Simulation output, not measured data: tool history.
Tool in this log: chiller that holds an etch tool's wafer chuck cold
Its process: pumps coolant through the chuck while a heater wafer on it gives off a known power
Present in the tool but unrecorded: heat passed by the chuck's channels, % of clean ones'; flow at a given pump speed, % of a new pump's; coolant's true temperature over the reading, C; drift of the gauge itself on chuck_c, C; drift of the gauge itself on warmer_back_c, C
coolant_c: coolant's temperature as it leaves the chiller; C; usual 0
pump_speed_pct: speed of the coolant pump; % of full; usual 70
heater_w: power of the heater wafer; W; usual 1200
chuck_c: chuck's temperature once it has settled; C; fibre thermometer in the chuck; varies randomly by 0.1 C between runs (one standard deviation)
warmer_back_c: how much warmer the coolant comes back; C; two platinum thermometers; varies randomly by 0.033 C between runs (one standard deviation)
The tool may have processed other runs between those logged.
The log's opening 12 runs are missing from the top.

run,hour,coolant_c,pump_speed_pct,heater_w,hours since the coolant was changed and the channels were flushed,hours since the pump was overhauled,hours since the chiller's thermometer was calibrated,chuck_c,warmer_back_c
13,449.5,0,79,1200,4856,100,2653,11.0,3.84
14,504.1,0,70,1200,4911,154,2707,12.0,4.44
# hour 551.4: coolant pump overhauled, once more
15,560.6,0,70,1200,4962,9,2759,11.7,4.29
16,595.4,-8,64,1007,4997,44,2794,2.6,3.94
17,631.5,-8,64,1007,5033,80,2830,2.4,3.93
18,673.5,-7,70,902,5075,122,2872,2.1,3.22
19,700.9,3,65,1025,5103,150,2899,13.6,3.94
20,737.5,3,65,1025,5139,186,2936,13.7,4.00
21,775.5,-3,90,1010,5177,224,2974,5.5,2.81
22,829.3,-8,79,947,5231,278,3027,0.7,3.04
23,882.0,-8,79,947,5284,331,3080,0.7,3.00
24,909.1,-8,79,947,5311,358,3107,0.7,2.95
25,946.5,-8,79,947,5348,395,3145,0.7,3.00
26,975.3,8,93,1026,5377,424,3173,16.5,2.73
27,1030.5,0,70,1055,5432,479,3229,10.5,3.77
28,1053.7,-5,60,1055,5455,502,3252,6.6,4.46
29,1103.7,0,75,1536,5505,552,3302,14.5,5.14
30,1138.6,-3,68,1502,5540,587,3337,12.4,5.60

Branching from run 30: 5 alternative next runs. What would each branch give?
A,1174.5,-3,69,1304,5576,623,3373,?,?
B,1174.5,-10,68,1502,5576,623,3373,?,?
C,1174.5,3,69,843,5576,623,3373,?,?
D,1174.5,-3,89,778,5576,623,3373,?,?
E,1174.5,-5,63,1295,5576,623,3373,?,?

run,chuck_c,warmer_back_c
A,10.1,4.76
B,5.3,5.59
C,11.8,3.04
D,3.9,2.24
E,8.9,5.28
Take away the tool's hidden state, keep each run's random variation, and the runs would have read:
run,chuck_c,warmer_back_c
A,8.2,4.69
B,3.2,5.51
C,10.4,3.00
D,2.8,2.21
E,6.9,5.21
